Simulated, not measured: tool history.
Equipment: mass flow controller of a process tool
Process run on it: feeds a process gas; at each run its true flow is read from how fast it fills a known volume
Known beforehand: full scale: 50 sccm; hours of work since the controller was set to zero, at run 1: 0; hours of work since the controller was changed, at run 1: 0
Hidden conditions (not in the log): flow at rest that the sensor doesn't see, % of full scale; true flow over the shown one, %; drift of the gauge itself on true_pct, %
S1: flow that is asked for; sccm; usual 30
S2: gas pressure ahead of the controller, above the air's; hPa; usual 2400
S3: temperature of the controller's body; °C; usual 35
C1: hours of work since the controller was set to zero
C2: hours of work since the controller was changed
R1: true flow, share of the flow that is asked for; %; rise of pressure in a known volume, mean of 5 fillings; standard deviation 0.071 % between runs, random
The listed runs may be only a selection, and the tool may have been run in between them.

run,day,S1,S2,S3,C1,C2,R1
1,0,30,2400,35,0,0,100.83
2,12.162,30,2400,35,205,205,100.78
3,20.888,30,2400,35,353,353,101.06
4,32.354,30,2080,35,546,546,100.97
5,41.183,30,2080,35,695,695,101.34
6,51.967,30,2080,35,877,877,101.47
7,57.946,30,2080,35,978,978,101.41
8,64.567,30,2080,35,1090,1090,101.65
9,78.067,30,2340,35,1318,1318,101.86
10,89.383,30,2020,35,1509,1509,102.14
11,100.242,30,2020,35,1692,1692,102.23
12,113.95,30,2020,35,1923,1923,102.35
13,120.871,30,1870,35,2040,2040,102.38
14,134.575,30,2400,23,2271,2271,101.24
15,145.15,30,2400,23,2450,2450,101.5
16,158.954,30,2400,23,2683,2683,101.62
17,171.921,30,2400,23,2902,2902,101.85
18,181.921,30,2400,34,3071,3071,103.17
19,191.279,30,2400,22,3228,3228,102.01
20,203.292,30,2400,35,3431,3431,103.83
21,216.325,30,1760,35,3651,3651,103.75
22,229.508,30,1760,35,3874,3874,104.03
23,236.05,30,2400,24,3984,3984,102.88
24,243.95,30,2400,24,4117,4117,103.02
25,250.929,25,2400,35,4235,4235,104.54
26,258.079,25,2400,35,4356,4356,104.64
27,268.742,17,1900,30,4536,4536,104.71
28,278.55,17,1900,30,4701,4701,105.12
29,288.325,17,1900,30,4866,4866,105.05
30,297.958,42,1970,23,5029,5029,103.52
31,311.733,42,1970,23,5262,5262,103.53
32,321.642,42,2070,24,5429,5429,104.01

Run 33 comes next. What will it give?
33,329.321,12,2450,29,5558,5558,?

{"run 33": {"R1": 107.14}}
If the tool had no hidden condition, the same run with the same run-to-run variation would have returned R1 99.42 %.
